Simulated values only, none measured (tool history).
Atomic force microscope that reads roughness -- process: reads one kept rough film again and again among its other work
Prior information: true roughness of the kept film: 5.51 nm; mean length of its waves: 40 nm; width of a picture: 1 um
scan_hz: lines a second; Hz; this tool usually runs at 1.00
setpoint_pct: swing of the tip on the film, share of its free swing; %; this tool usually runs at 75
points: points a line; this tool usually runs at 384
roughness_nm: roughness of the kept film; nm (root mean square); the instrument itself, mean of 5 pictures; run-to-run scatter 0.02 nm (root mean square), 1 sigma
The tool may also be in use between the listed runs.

| run | hour | scan_hz | setpoint_pct | points | roughness_nm |
|---|---|---|---|---|---|
| 1 | 0.0 | 1.00 | 75 | 384 | 4.384 |
| 2 | 41.7 | 1.00 | 75 | 384 | 4.238 |
|  | 65.6 | new tip fitted |
| 3 | 92.3 | 1.00 | 75 | 384 | 4.573 |
| 4 | 139.7 | 1.00 | 75 | 384 | 4.410 |
| 5 | 185.1 | 1.00 | 75 | 480 | 4.264 |
|  | 194.2 | height scale calibrated on a step standard |
| 6 | 218.9 | 1.00 | 75 | 480 | 4.075 |
|  | 236.4 | new tip fitted |
| 7 | 248.5 | 1.00 | 75 | 480 | 4.579 |
| 8 | 284.7 | 1.00 | 75 | 480 | 4.427 |
| 9 | 327.6 | 1.00 | 75 | 480 | 4.244 |
| 10 | 360.2 | 1.00 | 75 | 384 | 4.108 |
|  | 379.2 | height scale calibrated on a step standard, once more |
| 11 | 383.5 | 2.01 | 75 | 384 | 4.129 |
|  | 409.2 | new tip fitted |
| 12 | 424.6 | 2.01 | 75 | 384 | 4.642 |
| 13 | 456.7 | 1.00 | 59 | 751 | 4.724 |
| 14 | 505.6 | 1.00 | 59 | 751 | 4.559 |
| 15 | 538.8 | 1.00 | 59 | 751 | 4.464 |
|  | 582.7 | new tip fitted |
| 16 | 591.2 | 3.13 | 57 | 983 | 4.757 |
| 17 | 620.2 | 1.83 | 75 | 354 | 4.488 |
| 18 | 648.6 | 1.83 | 75 | 354 | 4.415 |
| 19 | 672.6 | 1.31 | 75 | 351 | 4.383 |
| 20 | 700.7 | 1.93 | 60 | 877 | 4.399 |
| 21 | 727.2 | 0.55 | 83 | 534 | 4.284 |
|  | 754.0 | new tip fitted |
| 22 | 775.4 | 0.52 | 73 | 398 | 4.761 |
| 23 | 812.0 | 0.52 | 73 | 398 | 4.637 |

Here are 5 independent what-if runs from the current tool condition. What would each one return?
| A | 843.5 | 1.00 | 80 | 865 | ? |
| B | 843.5 | 2.33 | 77 | 666 | ? |
| C | 843.5 | 0.90 | 75 | 384 | ? |
| D | 843.5 | 2.15 | 85 | 384 | ? |
| E | 843.5 | 1.55 | 89 | 435 | ? |

| run | roughness_nm |
|---|---|
| A | 4.422 |
| B | 4.229 |
| C | 4.453 |
| D | 4.157 |
| E | 4.175 |
Take away the tool's hidden state, keep each run's random variation, and the runs would have read:
| run | roughness_nm |
|---|---|
| A | 4.830 |
| B | 4.619 |
| C | 4.863 |
| D | 4.540 |
| E | 4.559 |
